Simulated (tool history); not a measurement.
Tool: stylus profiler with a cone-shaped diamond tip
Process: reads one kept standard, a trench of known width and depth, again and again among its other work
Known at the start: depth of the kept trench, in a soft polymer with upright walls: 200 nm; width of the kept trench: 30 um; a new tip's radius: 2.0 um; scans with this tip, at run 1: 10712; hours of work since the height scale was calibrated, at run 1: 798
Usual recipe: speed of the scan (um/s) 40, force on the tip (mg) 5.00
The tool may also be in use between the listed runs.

| run | hour | speed of the scan (um/s) | force on the tip (mg) | scans with this tip | hours of work since the height scale was calibrated | depth of the trench (Å) | width of the trench's floor (nm) |
|---|---|---|---|---|---|---|---|
| 1 | 0.0 | 40 | 5.00 | 10712 | 798 | 2052.9 | 27470 |
| 2 | 40.9 | 40 | 5.00 | 10993 | 819 | 2053.9 | 27450 |
| 3 | 70.7 | 40 | 5.00 | 11198 | 834 | 2053.0 | 27460 |
| 4 | 124.9 | 40 | 5.00 | 11571 | 862 | 2053.6 | 27400 |
| 5 | 150.1 | 40 | 5.00 | 11744 | 875 | 2053.1 | 27400 |
|  | 187.1 | height scale calibrated on a step standard |
| 6 | 189.3 | 40 | 5.00 | 12011 | 1 | 2058.4 | 27420 |
| 7 | 211.2 | 40 | 5.00 | 12161 | 12 | 2057.9 | 27370 |
| 8 | 251.8 | 40 | 5.00 | 12441 | 33 | 2057.6 | 27380 |
| 9 | 290.5 | 40 | 5.00 | 12707 | 53 | 2059.1 | 27330 |
|  | 316.5 | height scale calibrated on a step standard, once more |
| 10 | 330.9 | 40 | 5.00 | 12981 | 7 | 2046.5 | 27350 |
| 11 | 376.1 | 57 | 14.39 | 13292 | 31 | 2096.7 | 27370 |
| 12 | 420.4 | 57 | 14.39 | 13597 | 53 | 2097.3 | 27330 |
| 13 | 453.4 | 76 | 2.50 | 13824 | 70 | 2030.5 | 26950 |
| 14 | 478.5 | 40 | 6.07 | 13997 | 83 | 2054.3 | 27280 |
| 15 | 503.7 | 56 | 6.07 | 14170 | 96 | 2055.2 | 27260 |
| 16 | 541.3 | 56 | 6.07 | 14429 | 115 | 2055.3 | 27210 |
| 17 | 571.6 | 20 | 4.26 | 14638 | 131 | 2043.2 | 27330 |
| 18 | 608.5 | 155 | 8.96 | 14892 | 150 | 2072.3 | 26880 |
| 19 | 640.3 | 155 | 8.96 | 15110 | 166 | 2072.0 | 26870 |

Alternative continuations, all from the tool just after run 19; predict every row:
| A | 668.4 | 15 | 1.88 | 15304 | 180 | ? | ? |
| B | 668.4 | 67 | 8.96 | 15304 | 180 | ? | ? |
| C | 668.4 | 34 | 10.35 | 15304 | 180 | ? | ? |
| D | 668.4 | 137 | 4.23 | 15304 | 180 | ? | ? |

| run | depth of the trench (Å) | width of the trench's floor (nm) |
|---|---|---|
| A | 2026.4 | 27290 |
| B | 2072.0 | 27190 |
| C | 2077.5 | 27320 |
| D | 2043.8 | 26710 |
Had the tool no hidden state, the same runs would have come out as:
| run | depth of the trench (Å) | width of the trench's floor (nm) |
|---|---|---|
| A | 2025.8 | 28150 |
| B | 2071.3 | 28050 |
| C | 2076.8 | 28170 |
| D | 2043.1 | 27560 |
